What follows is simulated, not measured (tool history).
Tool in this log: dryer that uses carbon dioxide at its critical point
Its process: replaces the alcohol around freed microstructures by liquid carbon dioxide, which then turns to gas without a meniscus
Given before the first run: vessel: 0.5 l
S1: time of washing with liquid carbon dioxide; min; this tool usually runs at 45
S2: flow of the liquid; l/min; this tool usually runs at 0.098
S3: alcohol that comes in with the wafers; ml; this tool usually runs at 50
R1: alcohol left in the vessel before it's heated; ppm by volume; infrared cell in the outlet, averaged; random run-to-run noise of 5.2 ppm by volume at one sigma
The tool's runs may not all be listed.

Run 1, hour 0: usual settings. Result: R1 130 ppm by volume.
Run 2, hour 16.9: usual settings. Result: R1 133 ppm by volume.
Run 3, hour 28.3: usual settings. Result: R1 149 ppm by volume.
Run 4, hour 48: usual settings but S1 65 min. Result: R1 22 ppm by volume.
Run 5, hour 63: usual settings but S1 65 min. Result: R1 25 ppm by volume.
Run 6, hour 76: usual settings but S1 65 min. Result: R1 18 ppm by volume.
Run 7, hour 93.1: usual settings but S2 0.1098 l/min. Result: R1 99 ppm by volume.
Run 8, hour 111.4: usual settings but S2 0.1098 l/min. Result: R1 105 ppm by volume.
Run 9, hour 128.4: usual settings but S3 28 ml. Result: R1 122 ppm by volume.
Run 10, hour 147.6: usual settings but S3 28 ml. Result: R1 135 ppm by volume.
Run 11, hour 165.8: usual settings but S3 28 ml. Result: R1 136 ppm by volume.
Run 12, hour 181.3: usual settings but S1 35 min, S3 28 ml. Result: R1 496 ppm by volume.
At hour 188.8: inlet filter changed.
Run 13, hour 201.2: usual settings but S1 35 min, S3 28 ml. Result: R1 294 ppm by volume.
Run 14, hour 210: usual settings but S1 35 min, S3 28 ml. Result: R1 300 ppm by volume.
Run 15, hour 224.9: usual settings but S1 28 min, S2 0.0982 l/min, S3 26 ml. Result: R1 773 ppm by volume.
Run 16, hour 241.9: usual settings but S2 0.0605 l/min, S3 61 ml. Result: R1 1761 ppm by volume.
Run 17, hour 260.3: usual settings but S2 0.1638 l/min, S3 36 ml. Result: R1 44 ppm by volume.
Run 18, hour 268.9: usual settings but S1 69 min, S2 0.0835 l/min, S3 34 ml. Result: R1 60 ppm by volume.
Run 19, hour 283.3: usual settings but S3 94 ml. Result: R1 265 ppm by volume.
Run 20, hour 293.9: usual settings but S1 34 min, S2 0.1585 l/min, S3 99 ml. Result: R1 108 ppm by volume.
Run 21, hour 304.8: usual settings but S1 42 min, S2 0.1585 l/min, S3 99 ml. Result: R1 43 ppm by volume.
Run 22, hour 320.3: usual settings but S1 42 min, S2 0.1585 l/min, S3 99 ml. Result: R1 45 ppm by volume.
Run 23, hour 331.9: usual settings but S1 42 min, S2 0.1563 l/min, S3 99 ml. Result: R1 66 ppm by volume.
Run 24, hour 341.7: usual settings but S1 29 min, S2 0.1009 l/min, S3 72 ml. Result: R1 2005 ppm by volume.
Run 25, hour 355.9: usual settings but S1 29 min, S2 0.1009 l/min, S3 72 ml. Result: R1 2113 ppm by volume.
Run 26, hour 367: usual settings but S1 29 min, S2 0.1009 l/min, S3 72 ml. Result: R1 2137 ppm by volume.
Run 27, hour 383: usual settings but S2 0.0883 l/min, S3 45 ml. Result: R1 341 ppm by volume.
Run 28, hour 401.7: usual settings but S1 55 min, S3 37 ml. Result: R1 94 ppm by volume.

Run by run, hidden condition taken away, random variation retained:
What the log doesn't record here: flow that reaches the vessel past the clogged filter, %; alcohol in the recycled carbon dioxide, ppm; drift of the gauge itself on alcohol_ppm, %.
run    R1
  1    98
  2    93
  3   103
  4    10
  5    11
  6     1
  7    50
  8    48
  9    56
 10    61
 11    54
 12   257
 13   258
 14   257
 15   691
 16  1553
 17     9
 18    21
 19   169
 20    49
 21     0
 22     0
 23    18
 24  1439
 25  1471
 26  1459
 27   171
 28    25

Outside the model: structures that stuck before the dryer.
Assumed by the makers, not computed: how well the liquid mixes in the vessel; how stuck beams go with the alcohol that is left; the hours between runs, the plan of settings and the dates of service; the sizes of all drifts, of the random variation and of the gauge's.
